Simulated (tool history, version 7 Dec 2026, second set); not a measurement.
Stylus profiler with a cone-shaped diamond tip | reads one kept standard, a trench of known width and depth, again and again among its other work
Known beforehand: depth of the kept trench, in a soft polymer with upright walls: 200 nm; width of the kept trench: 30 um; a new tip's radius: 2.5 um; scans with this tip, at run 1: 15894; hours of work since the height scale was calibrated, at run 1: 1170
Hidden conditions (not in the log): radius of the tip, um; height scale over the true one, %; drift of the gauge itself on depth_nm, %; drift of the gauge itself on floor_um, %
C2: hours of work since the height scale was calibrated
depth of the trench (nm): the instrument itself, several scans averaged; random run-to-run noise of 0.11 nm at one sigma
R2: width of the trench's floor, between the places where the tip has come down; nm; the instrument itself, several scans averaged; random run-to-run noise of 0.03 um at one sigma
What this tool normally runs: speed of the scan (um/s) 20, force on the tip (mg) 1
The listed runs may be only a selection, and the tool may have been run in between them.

Run 1, hour 0: usual settings; scans with this tip 15894; C2 1170. Result: depth of the trench (nm) 201.72, R2 27490 nm.
Run 2, hour 22: usual settings but speed of the scan (um/s) 10; scans with this tip 16119; C2 1186. Result: depth of the trench (nm) 201.47, R2 27510 nm.
Run 3, hour 46.8: usual settings but speed of the scan (um/s) 10; scans with this tip 16373; C2 1205. Result: depth of the trench (nm) 201.53, R2 27540 nm.
Run 4, hour 73.5: usual settings but speed of the scan (um/s) 13; scans with this tip 16645; C2 1225. Result: depth of the trench (nm) 201.61, R2 27460 nm.
Run 5, hour 109.9: usual settings but speed of the scan (um/s) 13; scans with this tip 17017; C2 1252. Result: depth of the trench (nm) 201.57, R2 27470 nm.
Run 6, hour 130.7: usual settings but force on the tip (mg) 2.49; scans with this tip 17229; C2 1268. Result: depth of the trench (nm) 202.18, R2 27480 nm.
Run 7, hour 154.3: usual settings; scans with this tip 17471; C2 1286. Result: depth of the trench (nm) 201.57, R2 27420 nm.
Run 8, hour 173.1: usual settings but force on the tip (mg) 0.43; scans with this tip 17663; C2 1300. Result: depth of the trench (nm) 201.5, R2 27330 nm.
Run 9, hour 202: usual settings; scans with this tip 17958; C2 1322. Result: depth of the trench (nm) 201.7, R2 27440 nm.
Run 10, hour 238.2: usual settings but speed of the scan (um/s) 5; scans with this tip 18328; C2 1349. Result: depth of the trench (nm) 201.71, R2 27480 nm.
Run 11, hour 266: usual settings but speed of the scan (um/s) 44; scans with this tip 18612; C2 1370. Result: depth of the trench (nm) 201.59, R2 27300 nm.
Run 12, hour 304.6: usual settings but speed of the scan (um/s) 44; scans with this tip 19007; C2 1399. Result: depth of the trench (nm) 201.6, R2 27260 nm.
Run 13, hour 338.8: usual settings but force on the tip (mg) 0.85; scans with this tip 19355; C2 1425. Result: depth of the trench (nm) 201.67, R2 27350 nm.
Run 14, hour 373: usual settings but force on the tip (mg) 0.85; scans with this tip 19705; C2 1450. Result: depth of the trench (nm) 201.51, R2 27380 nm.
Run 15, hour 411.8: usual settings but force on the tip (mg) 1.11; scans with this tip 20102; C2 1479. Result: depth of the trench (nm) 201.81, R2 27340 nm.
Run 16, hour 446.7: usual settings; scans with this tip 20459; C2 1506. Result: depth of the trench (nm) 201.7, R2 27350 nm.
Run 17, hour 468.9: usual settings; scans with this tip 20685; C2 1522. Result: depth of the trench (nm) 201.74, R2 27370 nm.
Run 18, hour 487.2: usual settings; scans with this tip 20872; C2 1536. Result: depth of the trench (nm) 201.64, R2 27300 nm.
Run 19, hour 520.9: usual settings; scans with this tip 21216; C2 1561. Result: depth of the trench (nm) 201.92, R2 27350 nm.
Run 20, hour 544.4: usual settings; scans with this tip 21456; C2 1579. Result: depth of the trench (nm) 201.89, R2 27320 nm.
Run 21, hour 572.2: usual settings; scans with this tip 21740; C2 1600. Result: depth of the trench (nm) 201.68, R2 27340 nm.
Run 22, hour 606.2: usual settings but speed of the scan (um/s) 64, force on the tip (mg) 0.47; scans with this tip 22088; C2 1626. Result: depth of the trench (nm) 201.56, R2 26930 nm.
Run 23, hour 645.9: usual settings but speed of the scan (um/s) 64, force on the tip (mg) 0.47; scans with this tip 22493; C2 1655. Result: depth of the trench (nm) 201.59, R2 26920 nm.
At hour 665.6: height scale calibrated on a step standard.
Run 24, hour 667.9: usual settings but speed of the scan (um/s) 64, force on the tip (mg) 0.47; scans with this tip 22714; C2 2. Result: depth of the trench (nm) 200.39, R2 26930 nm.
Run 25, hour 700.4: usual settings but speed of the scan (um/s) 57, force on the tip (mg) 2.43; scans with this tip 23045; C2 26. Result: depth of the trench (nm) 201.37, R2 27210 nm.
Run 26, hour 727.4: usual settings but speed of the scan (um/s) 57, force on the tip (mg) 2.43; scans with this tip 23321; C2 46. Result: depth of the trench (nm) 201.29, R2 27210 nm.
Run 27, hour 762.1: usual settings but speed of the scan (um/s) 31, force on the tip (mg) 0.47; scans with this tip 23676; C2 73. Result: depth of the trench (nm) 200.44, R2 27160 nm.
Run 28, hour 794.1: usual settings but speed of the scan (um/s) 10, force on the tip (mg) 1.33; scans with this tip 24002; C2 97. Result: depth of the trench (nm) 200.88, R2 27350 nm.
Run 29, hour 823.9: usual settings but speed of the scan (um/s) 5, force on the tip (mg) 1.7; scans with this tip 24307; C2 119. Result: depth of the trench (nm) 201.17, R2 27350 nm.
Run 30, hour 853.8: usual settings but speed of the scan (um/s) 5, force on the tip (mg) 1.7; scans with this tip 24612; C2 142. Result: depth of the trench (nm) 201.1, R2 27290 nm.
Run 31, hour 882.1: usual settings but speed of the scan (um/s) 5, force on the tip (mg) 1.7; scans with this tip 24902; C2 163. Result: depth of the trench (nm) 201.05, R2 27300 nm.
Run 32, hour 905.9: usual settings but speed of the scan (um/s) 5, force on the tip (mg) 1.7; scans with this tip 25145; C2 181. Result: depth of the trench (nm) 201.06, R2 27330 nm.
Run 33, hour 927.8: usual settings but speed of the scan (um/s) 23, force on the tip (mg) 1.37; scans with this tip 25369; C2 197. Result: depth of the trench (nm) 200.8, R2 27220 nm.
Run 34, hour 965.7: usual settings but speed of the scan (um/s) 21, force on the tip (mg) 2.62; scans with this tip 25756; C2 226. Result: depth of the trench (nm) 201.55, R2 27230 nm.
Run 35, hour 992: usual settings but speed of the scan (um/s) 75, force on the tip (mg) 0.61; scans with this tip 26025; C2 245. Result: depth of the trench (nm) 200.71, R2 26810 nm.
Run 36, hour 1016.9: usual settings but speed of the scan (um/s) 66, force on the tip (mg) 0.45; scans with this tip 26278; C2 264. Result: depth of the trench (nm) 200.8, R2 26810 nm.
Run 37, hour 1038: usual settings but speed of the scan (um/s) 66, force on the tip (mg) 0.45; scans with this tip 26494; C2 280. Result: depth of the trench (nm) 200.4, R2 26800 nm.
Run 38, hour 1074.9: usual settings but speed of the scan (um/s) 8, force on the tip (mg) 0.69; scans with this tip 26871; C2 308. Result: depth of the trench (nm) 200.66, R2 27250 nm.
Run 39, hour 1098.2: usual settings but speed of the scan (um/s) 7, force on the tip (mg) 2.76; scans with this tip 27110; C2 325. Result: depth of the trench (nm) 201.62, R2 27250 nm.
Run 40, hour 1139.1: usual settings but speed of the scan (um/s) 7, force on the tip (mg) 2.76; scans with this tip 27527; C2 356. Result: depth of the trench (nm) 201.46, R2 27290 nm.
Run 41, hour 1170.6: usual settings but speed of the scan (um/s) 6, force on the tip (mg) 0.93; scans with this tip 27849; C2 380. Result: depth of the trench (nm) 200.89, R2 27240 nm.
Run 42, hour 1187.7: usual settings but speed of the scan (um/s) 6, force on the tip (mg) 0.93; scans with this tip 28024; C2 393. Result: depth of the trench (nm) 201.11, R2 27200 nm.

Each row is a separate what-if for the run after 42, all from the same tool condition, not one after another. Results?
Run A, hour 1228.6: usual settings but speed of the scan (um/s) 68, force on the tip (mg) 2.62; scans with this tip 28442; C2 423. Result: depth of the trench (nm) ?, R2 ?.
Run B, hour 1228.6: usual settings but force on the tip (mg) 0.34; scans with this tip 28442; C2 423. Result: depth of the trench (nm) ?, R2 ?.
Run C, hour 1228.6: usual settings but speed of the scan (um/s) 28, force on the tip (mg) 0.6; scans with this tip 28442; C2 423. Result: depth of the trench (nm) ?, R2 ?.

run  depth of the trench (nm)     R2
  A                    201.59  27030
  B                    200.65  27070
  C                    200.66  27100
With the hidden condition removed and each run's random variation left untouched, the same runs would have given:
run  depth of the trench (nm)     R2
  A                    201.33  27820
  B                    200.39  27860
  C                     200.4  27890

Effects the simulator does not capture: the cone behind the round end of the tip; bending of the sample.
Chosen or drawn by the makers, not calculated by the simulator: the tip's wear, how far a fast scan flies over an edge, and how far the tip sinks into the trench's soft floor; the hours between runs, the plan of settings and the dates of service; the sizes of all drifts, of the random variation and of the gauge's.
